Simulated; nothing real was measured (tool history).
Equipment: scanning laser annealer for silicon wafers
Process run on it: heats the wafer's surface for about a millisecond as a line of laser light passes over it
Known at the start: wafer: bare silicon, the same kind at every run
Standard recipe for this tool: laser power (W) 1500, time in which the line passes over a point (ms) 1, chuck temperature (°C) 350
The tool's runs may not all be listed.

run	hour	laser power (W)	time in which the line passes over a point (ms)	chuck temperature (°C)	highest temperature of the surface (°C)
1	0	1500	1	350	1124
2	9.9	1500	1	341	1115
3	19.5	1500	1	341	1112
4	30	1500	1	341	1113
5	39.7	1500	1	341	1115
6	44.7	1500	1	341	1113
7	52.2	1500	0.9	350	1084
8	61.1	1500	1	327	1097
9	69.6	1500	1	326	1095
10	80.8	1500	1	350	1120
11	85.9	1500	1	350	1117
12	93.2	1500	1	350	1117
# hour 96: window over the wafer cleaned
13	102.3	1500	1	370	1127
14	112.8	1500	1	370	1126
15	120.8	1500	0.75	370	1022
16	131.4	1593	0.75	370	1064
# hour 138.3: window over the wafer cleaned, once more
17	139.6	1371	0.73	370	1000
18	148.7	1371	0.73	370	999
19	160	1371	0.73	370	996
20	164.7	1362	1	386	1115
21	173.1	1351	0.88	311	991
22	180	1351	0.88	311	987
23	186.2	1422	1.05	333	1115
24	196.4	1634	1	345	1218
25	202.4	1585	1.21	339	1271
26	207.1	1578	1	350	1192
27	215.3	1579	0.72	350	1064
28	225.4	1643	1.11	331	1251
29	232.9	1329	0.74	360	971
30	238.8	1633	1	380	1253

Here are 3 independent what-if runs from the current tool condition. What would each one return?
A	247.4	1520	0.88	313	?
B	247.4	1633	1	314	?
C	247.4	1500	1	386	?

run	highest temperature of the surface (°C)
A	1075
B	1185
C	1189
Stripped of hidden state, with their random variation kept, the same runs would have yielded:
run	highest temperature of the surface (°C)
A	1085
B	1195
C	1198

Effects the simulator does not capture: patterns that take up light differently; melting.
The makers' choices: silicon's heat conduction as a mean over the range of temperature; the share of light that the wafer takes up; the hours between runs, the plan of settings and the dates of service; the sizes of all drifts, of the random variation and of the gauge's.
